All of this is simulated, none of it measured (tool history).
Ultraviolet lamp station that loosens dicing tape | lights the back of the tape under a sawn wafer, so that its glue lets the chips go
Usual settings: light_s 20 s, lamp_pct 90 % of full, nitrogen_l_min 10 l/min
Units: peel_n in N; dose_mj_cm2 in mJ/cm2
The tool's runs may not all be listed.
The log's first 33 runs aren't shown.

run,hour,light_s,lamp_pct,nitrogen_l_min,peel_n,dose_mj_cm2
34,327.2,20,65,4,2.277,141
35,339.4,11,65,9,2.962,77
36,345.4,11,64,13,2.574,76
37,358.6,11,64,13,2.492,73
38,369.0,10,95,3,3.429,100
39,382.8,14,90,10,1.513,134
40,389.2,20,99,10,0.696,203
41,400.3,20,90,7,1.120,186
42,409.5,20,90,7,1.102,187
43,423.2,20,90,7,1.130,187

5 ways to go on from here, each from the tool as it stands after run 43. What would each give?
A,431.2,20,90,10,?,?
B,431.2,26,67,17,?,?
C,431.2,18,65,5,?,?
D,431.2,20,75,4,?,?
E,431.2,15,90,7,?,?

run,peel_n,dose_mj_cm2
A,0.867,186
B,0.644,176
C,2.446,118
D,2.059,151
E,1.733,143
Without the tool's hidden state the same runs would have given:
run,peel_n,dose_mj_cm2
A,0.557,230
B,0.398,219
C,1.936,147
D,1.570,188
E,1.278,176
